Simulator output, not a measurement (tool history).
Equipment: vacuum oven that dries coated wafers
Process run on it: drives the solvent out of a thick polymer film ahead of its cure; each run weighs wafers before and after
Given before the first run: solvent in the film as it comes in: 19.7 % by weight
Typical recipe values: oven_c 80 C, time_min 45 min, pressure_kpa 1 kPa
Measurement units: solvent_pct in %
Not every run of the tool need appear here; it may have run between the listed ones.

run	hour	oven_c	time_min	pressure_kpa	solvent_pct
1	0.0	80	45	1	2.00
2	37.3	80	45	1	2.05
3	81.5	80	45	1	2.02
4	136.6	80	45	1	2.04
5	185.1	80	45	1	2.05
6	229.2	80	45	1	2.00
7	283.0	80	45	1	2.07
8	308.3	80	45	1	2.10

For run 9, what comes out?
9	341.4	80	45	1	?

solvent_pct: 2.15 %
The same run, on a tool lacking any hidden state, would have yielded solvent_pct 1.81 %.

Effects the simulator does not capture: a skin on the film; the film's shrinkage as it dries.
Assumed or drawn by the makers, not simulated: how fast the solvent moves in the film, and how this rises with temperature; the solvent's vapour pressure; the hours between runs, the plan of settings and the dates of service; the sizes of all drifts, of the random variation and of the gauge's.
